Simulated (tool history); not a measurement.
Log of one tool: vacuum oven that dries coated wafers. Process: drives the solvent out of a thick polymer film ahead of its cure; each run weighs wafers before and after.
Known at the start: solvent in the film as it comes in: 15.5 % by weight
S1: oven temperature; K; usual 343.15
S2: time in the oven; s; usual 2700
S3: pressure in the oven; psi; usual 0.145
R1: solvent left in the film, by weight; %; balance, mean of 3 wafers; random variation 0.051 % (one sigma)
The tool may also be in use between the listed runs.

Run 1, hour 0.0: usual settings. Result: R1 1.03 %.
At hour 7.8: oven's thermocouples calibrated.
Run 2, hour 41.9: usual settings. Result: R1 0.94 %.
Run 3, hour 86.3: usual settings. Result: R1 0.99 %.
Run 4, hour 150.4: usual settings. Result: R1 0.96 %.
Run 5, hour 189.8: usual settings. Result: R1 0.99 %.
Run 6, hour 261.5: usual settings. Result: R1 1.02 %.
Run 7, hour 301.7: usual settings. Result: R1 0.93 %.
Run 8, hour 345.7: usual settings. Result: R1 1.03 %.
Run 9, hour 408.0: usual settings. Result: R1 1.03 %.
Run 10, hour 470.8: usual settings but S1 332.15 K, S2 3300 s, S3 0.260 psi. Result: R1 3.80 %.
Run 11, hour 543.2: usual settings but S1 348.15 K, S2 1740 s, S3 0.196 psi. Result: R1 1.08 %.
Run 12, hour 609.8: usual settings but S1 348.15 K, S2 1740 s, S3 0.196 psi. Result: R1 1.01 %.
Run 13, hour 665.8: usual settings but S1 348.15 K, S2 1740 s, S3 0.196 psi. Result: R1 1.12 %.
Run 14, hour 737.5: usual settings but S1 332.15 K, S2 3780 s, S3 0.196 psi. Result: R1 3.15 %.
Run 15, hour 810.2: usual settings but S2 2940 s. Result: R1 0.86 %.

Run 16 comes next. What will it give?
Run 16, hour 881.2: usual settings but S2 1320 s, S3 0.225 psi. Result: R1 ?.

R1: 3.16 %
Without the tool's hidden state the same run would have given R1 3.14 %.
